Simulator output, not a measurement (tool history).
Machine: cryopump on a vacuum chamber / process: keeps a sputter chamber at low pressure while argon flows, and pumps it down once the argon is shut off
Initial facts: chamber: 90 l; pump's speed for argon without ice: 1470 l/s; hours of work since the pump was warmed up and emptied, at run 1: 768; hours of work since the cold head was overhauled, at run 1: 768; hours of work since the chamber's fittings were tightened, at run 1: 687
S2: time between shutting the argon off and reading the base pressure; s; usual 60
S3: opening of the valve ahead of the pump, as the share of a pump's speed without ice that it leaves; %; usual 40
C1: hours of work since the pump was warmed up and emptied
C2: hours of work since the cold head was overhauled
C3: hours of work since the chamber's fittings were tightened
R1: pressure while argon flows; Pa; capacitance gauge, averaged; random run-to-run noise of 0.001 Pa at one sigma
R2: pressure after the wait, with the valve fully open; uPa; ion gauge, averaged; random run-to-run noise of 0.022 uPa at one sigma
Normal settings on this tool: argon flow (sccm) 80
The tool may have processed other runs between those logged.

{"run": 1, "hour": 0.0, "argon flow (sccm)": 80, "S2": 60, "S3": 40, "C1": 768, "C2": 768, "C3": 687, "R1": 0.258, "R2": 1.71}
{"run": 2, "hour": 38.5, "argon flow (sccm)": 80, "S2": 60, "S3": 40, "C1": 786, "C2": 786, "C3": 705, "R1": 0.2576, "R2": 1.76}
{"run": 3, "hour": 103.0, "argon flow (sccm)": 80, "S2": 60, "S3": 40, "C1": 816, "C2": 816, "C3": 735, "R1": 0.2608, "R2": 1.74}
{"run": 4, "hour": 158.6, "argon flow (sccm)": 80, "S2": 60, "S3": 21, "C1": 842, "C2": 842, "C3": 761, "R1": 0.4676, "R2": 1.83}
{"run": 5, "hour": 211.2, "argon flow (sccm)": 132, "S2": 60, "S3": 21, "C1": 866, "C2": 866, "C3": 785, "R1": 0.7814, "R2": 1.96}
{"run": 6, "hour": 261.2, "argon flow (sccm)": 80, "S2": 60, "S3": 40, "C1": 890, "C2": 890, "C3": 809, "R1": 0.2645, "R2": 1.95}
{"run": 7, "hour": 331.6, "argon flow (sccm)": 80, "S2": 60, "S3": 40, "C1": 923, "C2": 923, "C3": 842, "R1": 0.2688, "R2": 2.01}
{"run": 8, "hour": 369.7, "argon flow (sccm)": 80, "S2": 60, "S3": 40, "C1": 941, "C2": 941, "C3": 860, "R1": 0.2678, "R2": 2.09}
{"run": 9, "hour": 439.3, "argon flow (sccm)": 80, "S2": 60, "S3": 40, "C1": 973, "C2": 973, "C3": 892, "R1": 0.2711, "R2": 2.08}
{"run": 10, "hour": 486.6, "argon flow (sccm)": 80, "S2": 60, "S3": 40, "C1": 995, "C2": 995, "C3": 914, "R1": 0.271, "R2": 2.18}
{"run": 11, "hour": 520.3, "argon flow (sccm)": 80, "S2": 60, "S3": 40, "C1": 1011, "C2": 1011, "C3": 930, "R1": 0.2719, "R2": 2.24}
{"run": 12, "hour": 575.5, "argon flow (sccm)": 80, "S2": 60, "S3": 29, "C1": 1037, "C2": 1037, "C3": 956, "R1": 0.3615, "R2": 2.24}
{"hour": 636.0, "done": "pump warmed up, emptied and cooled again"}
{"run": 13, "hour": 648.1, "argon flow (sccm)": 80, "S2": 60, "S3": 29, "C1": 6, "C2": 1069, "C3": 988, "R1": 0.3188, "R2": 1.78}
{"run": 14, "hour": 701.6, "argon flow (sccm)": 80, "S2": 60, "S3": 28, "C1": 31, "C2": 1094, "C3": 1013, "R1": 0.3305, "R2": 1.75}
{"run": 15, "hour": 768.0, "argon flow (sccm)": 80, "S2": 60, "S3": 28, "C1": 62, "C2": 1125, "C3": 1044, "R1": 0.3303, "R2": 1.82}
{"run": 16, "hour": 837.4, "argon flow (sccm)": 33, "S2": 60, "S3": 40, "C1": 94, "C2": 1157, "C3": 1076, "R1": 0.0967, "R2": 1.91}
{"run": 17, "hour": 873.7, "argon flow (sccm)": 33, "S2": 60, "S3": 40, "C1": 111, "C2": 1174, "C3": 1093, "R1": 0.0976, "R2": 1.91}
{"run": 18, "hour": 929.5, "argon flow (sccm)": 33, "S2": 60, "S3": 40, "C1": 137, "C2": 1200, "C3": 1119, "R1": 0.0978, "R2": 1.95}
{"run": 19, "hour": 979.6, "argon flow (sccm)": 33, "S2": 60, "S3": 40, "C1": 161, "C2": 1224, "C3": 1143, "R1": 0.0968, "R2": 1.98}
{"run": 20, "hour": 1046.8, "argon flow (sccm)": 33, "S2": 62, "S3": 53, "C1": 192, "C2": 1255, "C3": 1174, "R1": 0.074, "R2": 2.01}
{"run": 21, "hour": 1105.0, "argon flow (sccm)": 33, "S2": 62, "S3": 53, "C1": 220, "C2": 1282, "C3": 1201, "R1": 0.0759, "R2": 2.06}
{"run": 22, "hour": 1139.6, "argon flow (sccm)": 33, "S2": 62, "S3": 53, "C1": 236, "C2": 1299, "C3": 1218, "R1": 0.0756, "R2": 2.16}
{"run": 23, "hour": 1170.8, "argon flow (sccm)": 33, "S2": 228, "S3": 53, "C1": 250, "C2": 1313, "C3": 1232, "R1": 0.0762, "R2": 1.78}
{"run": 24, "hour": 1215.7, "argon flow (sccm)": 80, "S2": 125, "S3": 31, "C1": 271, "C2": 1334, "C3": 1253, "R1": 0.306, "R2": 1.94}
{"run": 25, "hour": 1268.0, "argon flow (sccm)": 80, "S2": 60, "S3": 18, "C1": 296, "C2": 1359, "C3": 1278, "R1": 0.5189, "R2": 2.24}
{"run": 26, "hour": 1333.3, "argon flow (sccm)": 80, "S2": 60, "S3": 26, "C1": 326, "C2": 1389, "C3": 1308, "R1": 0.3645, "R2": 2.31}
{"run": 27, "hour": 1364.3, "argon flow (sccm)": 80, "S2": 60, "S3": 26, "C1": 341, "C2": 1404, "C3": 1323, "R1": 0.3685, "R2": 2.25}
{"run": 28, "hour": 1426.2, "argon flow (sccm)": 51, "S2": 150, "S3": 26, "C1": 370, "C2": 1433, "C3": 1352, "R1": 0.2341, "R2": 2.11}
{"run": 29, "hour": 1467.2, "argon flow (sccm)": 68, "S2": 183, "S3": 30, "C1": 389, "C2": 1452, "C3": 1371, "R1": 0.2734, "R2": 2}
{"run": 30, "hour": 1539.6, "argon flow (sccm)": 68, "S2": 183, "S3": 30, "C1": 423, "C2": 1486, "C3": 1405, "R1": 0.2748, "R2": 2.13}
{"run": 31, "hour": 1603.0, "argon flow (sccm)": 131, "S2": 66, "S3": 40, "C1": 453, "C2": 1515, "C3": 1434, "R1": 0.4066, "R2": 2.4}
{"run": 32, "hour": 1660.4, "argon flow (sccm)": 74, "S2": 60, "S3": 40, "C1": 479, "C2": 1542, "C3": 1461, "R1": 0.2296, "R2": 2.55}

What if the next run were any one of these 4? Each begins from the tool's condition after run 32:
{"run": "A", "hour": 1699.3, "argon flow (sccm)": 152, "S2": 30, "S3": 22, "C1": 498, "C2": 1561, "C3": 1480, "R1": "?", "R2": "?"}
{"run": "B", "hour": 1699.3, "argon flow (sccm)": 80, "S2": 273, "S3": 39, "C1": 498, "C2": 1561, "C3": 1480, "R1": "?", "R2": "?"}
{"run": "C", "hour": 1699.3, "argon flow (sccm)": 67, "S2": 60, "S3": 40, "C1": 498, "C2": 1561, "C3": 1480, "R1": "?", "R2": "?"}
{"run": "D", "hour": 1699.3, "argon flow (sccm)": 80, "S2": 41, "S3": 40, "C1": 498, "C2": 1561, "C3": 1480, "R1": "?", "R2": "?"}

run=A R1=0.8213 R2=3.06
run=B R1=0.2564 R2=2.14
run=C R1=0.2075 R2=2.46
run=D R1=0.2477 R2=2.81
Take away the tool's hidden state, keep each run's random variation, and the runs would have read:
run=A R1=0.7858 R2=1.17
run=B R1=0.2374 R2=0.29
run=C R1=0.1916 R2=0.63
run=D R1=0.2288 R2=0.92

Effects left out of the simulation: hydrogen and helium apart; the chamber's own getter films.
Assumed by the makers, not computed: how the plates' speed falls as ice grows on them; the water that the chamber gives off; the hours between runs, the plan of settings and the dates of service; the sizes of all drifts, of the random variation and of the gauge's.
